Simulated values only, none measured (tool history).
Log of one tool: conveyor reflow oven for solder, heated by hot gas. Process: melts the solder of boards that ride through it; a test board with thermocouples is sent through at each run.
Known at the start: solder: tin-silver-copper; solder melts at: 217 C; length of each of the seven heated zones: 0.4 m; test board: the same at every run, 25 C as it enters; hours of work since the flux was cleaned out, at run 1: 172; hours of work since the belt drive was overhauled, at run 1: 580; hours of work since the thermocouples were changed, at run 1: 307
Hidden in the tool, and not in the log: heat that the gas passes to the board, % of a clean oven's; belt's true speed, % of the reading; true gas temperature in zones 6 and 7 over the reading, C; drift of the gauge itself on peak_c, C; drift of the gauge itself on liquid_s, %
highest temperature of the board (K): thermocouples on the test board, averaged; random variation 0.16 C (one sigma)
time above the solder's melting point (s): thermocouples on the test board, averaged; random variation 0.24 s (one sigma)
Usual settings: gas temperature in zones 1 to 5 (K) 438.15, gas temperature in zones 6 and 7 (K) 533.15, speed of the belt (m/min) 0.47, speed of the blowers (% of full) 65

run,hour,gas temperature in zones 1 to 5 (K),gas temperature in zones 6 and 7 (K),speed of the belt (m/min),speed of the blowers (% of full),hours of work since the flux was cleaned out,hours of work since the belt drive was overhauled,hours of work since the thermocouples were changed,highest temperature of the board (K),time above the solder's melting point (s)
1,0,438.15,533.15,0.47,65,172,580,307,517.65,65.2
# hour 18: flux residue cleaned out of gas plates and filters
2,31.3,438.15,533.15,0.47,65,7,594,321,518.95,67.2
3,63.2,438.15,533.15,0.47,65,25,611,339,518.65,67.5
4,82,438.15,533.15,0.47,65,35,622,349,518.55,66.9
5,110.6,438.15,545.15,0.47,65,50,637,365,529.15,77.2
6,143.5,438.15,533.15,0.47,65,68,655,382,517.95,67.2
7,176.4,444.15,533.15,0.47,65,86,673,400,519.05,70.2
8,212.9,444.15,533.15,0.47,65,106,693,420,518.85,70
9,235.7,444.15,533.15,0.47,65,119,705,433,518.95,69.8
10,262.3,444.15,533.15,0.47,65,133,720,447,518.55,70.2
11,283.2,444.15,533.15,0.47,65,144,731,459,518.55,69.7
# hour 296.6: belt drive overhauled, speed set with a stopwatch
12,314.6,444.15,533.15,0.47,65,159,10,473,518.95,71.2
13,348.5,444.15,533.15,0.47,65,178,28,492,518.65,70.4
# hour 356.5: flux residue cleaned out of gas plates and filters
14,391,444.15,533.15,0.47,65,19,49,512,519.75,71.9
# hour 411.9: belt drive overhauled, speed set with a stopwatch, once more
15,415.5,444.15,533.15,0.47,65,30,2,524,519.15,69
16,438.8,438.15,533.15,0.477,65,43,15,536,517.15,63.3
17,475.2,426.15,533.15,0.477,65,62,34,556,515.45,55.9
18,503,424.15,528.15,0.504,60,78,50,571,507.35,39.4
19,530.9,426.15,529.15,0.398,53,93,65,586,513.95,67.5
20,563.3,444.15,521.15,0.398,53,110,82,604,509.75,68.6
21,601.2,427.15,533.15,0.464,65,131,103,625,515.65,58.4
22,639.2,452.15,528.15,0.491,65,152,124,645,513.55,63.4
23,677.1,449.15,528.15,0.491,50,172,144,666,509.75,53.4
# hour 694.2: flux residue cleaned out of gas plates and filters
24,717,445.15,527.15,0.44,57,12,163,685,514.15,68.5
25,750.3,450.15,526.15,0.44,57,31,182,703,513.65,70.8
26,776.3,438.15,533.15,0.426,65,45,196,717,520.65,76.9
27,810.4,438.15,533.15,0.417,59,63,214,736,519.75,77.4
28,830.1,425.15,533.15,0.47,73,74,225,747,517.05,60.2
29,861.8,445.15,526.15,0.472,73,91,242,764,513.75,64

Hidden state or all else? Some run-to-run changes of highest temperature of the board (K), split into what the settings, what came in and random variation would give without the hidden state, and what is left for the hidden state (with any gauge scatter that isn't in both results):
Run 1 -> 2: flux residue cleaned out of gas plates and filters. highest temperature of the board (K) +1.3: hidden state +1.3, all else +0.
Run 4 -> 5: gas temperature in zones 6 and 7 (K) 533.15 -> 545.15. highest temperature of the board (K) +10.6: hidden state -0.1, all else +10.7.
Run 5 -> 6: gas temperature in zones 6 and 7 (K) 545.15 -> 533.15. highest temperature of the board (K) -11.2: hidden state -0.2, all else -11.
Run 13 -> 14: flux residue cleaned out of gas plates and filters. highest temperature of the board (K) +1.1: hidden state +1, all else +0.1.
